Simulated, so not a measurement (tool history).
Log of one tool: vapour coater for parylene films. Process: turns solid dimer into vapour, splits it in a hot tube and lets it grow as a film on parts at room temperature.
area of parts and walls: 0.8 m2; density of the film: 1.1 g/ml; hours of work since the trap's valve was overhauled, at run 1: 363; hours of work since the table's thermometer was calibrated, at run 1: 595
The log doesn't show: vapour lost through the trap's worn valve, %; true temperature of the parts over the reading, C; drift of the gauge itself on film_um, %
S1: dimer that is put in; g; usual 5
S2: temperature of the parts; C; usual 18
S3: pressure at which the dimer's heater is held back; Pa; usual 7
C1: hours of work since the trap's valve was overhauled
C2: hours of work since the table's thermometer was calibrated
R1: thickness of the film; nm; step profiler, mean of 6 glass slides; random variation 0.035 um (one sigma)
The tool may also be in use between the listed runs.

Run 1, hour 0: usual settings; C1 363; C2 595. Result: R1 3590 nm.
Run 2, hour 19.6: usual settings; C1 375; C2 607. Result: R1 3590 nm.
Run 3, hour 34.7: usual settings; C1 385; C2 617. Result: R1 3610 nm.
Run 4, hour 46.2: usual settings; C1 392; C2 624. Result: R1 3610 nm.
Run 5, hour 68.9: usual settings but S3 4.88 Pa; C1 406; C2 638. Result: R1 3820 nm.
Run 6, hour 90.7: usual settings but S3 4.88 Pa; C1 420; C2 652. Result: R1 3900 nm.
Run 7, hour 104: usual settings but S3 4.88 Pa; C1 428; C2 660. Result: R1 3890 nm.
Run 8, hour 125.6: usual settings but S3 4.88 Pa; C1 441; C2 673. Result: R1 3780 nm.
Run 9, hour 141.8: usual settings but S3 4.88 Pa; C1 452; C2 683. Result: R1 3870 nm.
Run 10, hour 160.9: usual settings but S3 4.88 Pa; C1 463; C2 695. Result: R1 3840 nm.
Run 11, hour 176.6: usual settings but S3 4.88 Pa; C1 473; C2 705. Result: R1 3850 nm.
Run 12, hour 191.8: usual settings but S3 4.88 Pa; C1 483; C2 715. Result: R1 3800 nm.
Run 13, hour 211: usual settings but S3 4.88 Pa; C1 495; C2 727. Result: R1 3800 nm.
Run 14, hour 222.9: usual settings but S1 9 g, S2 19 C, S3 4.88 Pa; C1 502; C2 734. Result: R1 6750 nm.
Run 15, hour 237.3: usual settings but S1 4 g, S2 17 C, S3 3.21 Pa; C1 511; C2 743. Result: R1 3360 nm.
Run 16, hour 259: usual settings but S1 2 g, S2 30 C, S3 9.51 Pa; C1 525; C2 756. Result: R1 1100 nm.
Run 17, hour 275.6: usual settings but S2 11 C; C1 535; C2 767. Result: R1 4080 nm.
Run 18, hour 296.5: usual settings but S1 7 g, S2 27 C, S3 9.01 Pa; C1 548; C2 780. Result: R1 4080 nm.
Run 19, hour 312.3: usual settings but S3 10.97 Pa; C1 558; C2 790. Result: R1 3320 nm.
Run 20, hour 333.9: usual settings; C1 571; C2 803. Result: R1 3600 nm.
Run 21, hour 359.1: usual settings but S1 2 g, S2 11 C, S3 2.29 Pa; C1 587; C2 819. Result: R1 2020 nm.
Run 22, hour 376.7: usual settings but S1 2 g, S2 11 C, S3 2.29 Pa; C1 598; C2 830. Result: R1 1980 nm.
Run 23, hour 393.7: usual settings but S1 2 g, S2 11 C, S3 2.29 Pa; C1 608; C2 840. Result: R1 2010 nm.
At hour 417.5: trap's valve overhauled.
Run 24, hour 417.5: usual settings but S1 2 g, S2 11 C, S3 2.29 Pa; C1 0; C2 853. Result: R1 2060 nm.
Run 25, hour 429.1: usual settings but S1 2 g, S2 10 C, S3 4.45 Pa; C1 7; C2 860. Result: R1 1830 nm.

3 ways to go on from here, each from the tool as it stands after run 25. What would each give?
Run A, hour 446.3: usual settings but S1 2 g, S2 17 C, S3 3.17 Pa; C1 18; C2 871. Result: R1 ?.
Run B, hour 446.3: usual settings but S1 2 g, S2 26 C, S3 10.82 Pa; C1 18; C2 871. Result: R1 ?.
Run C, hour 446.3: usual settings but S1 2 g, S2 28 C, S3 3.67 Pa; C1 18; C2 871. Result: R1 ?.

run    R1
  A  1660
  B  1160
  C  1380
Without the tool's hidden state the same runs would have given:
run    R1
  A  1670
  B  1160
  C  1380

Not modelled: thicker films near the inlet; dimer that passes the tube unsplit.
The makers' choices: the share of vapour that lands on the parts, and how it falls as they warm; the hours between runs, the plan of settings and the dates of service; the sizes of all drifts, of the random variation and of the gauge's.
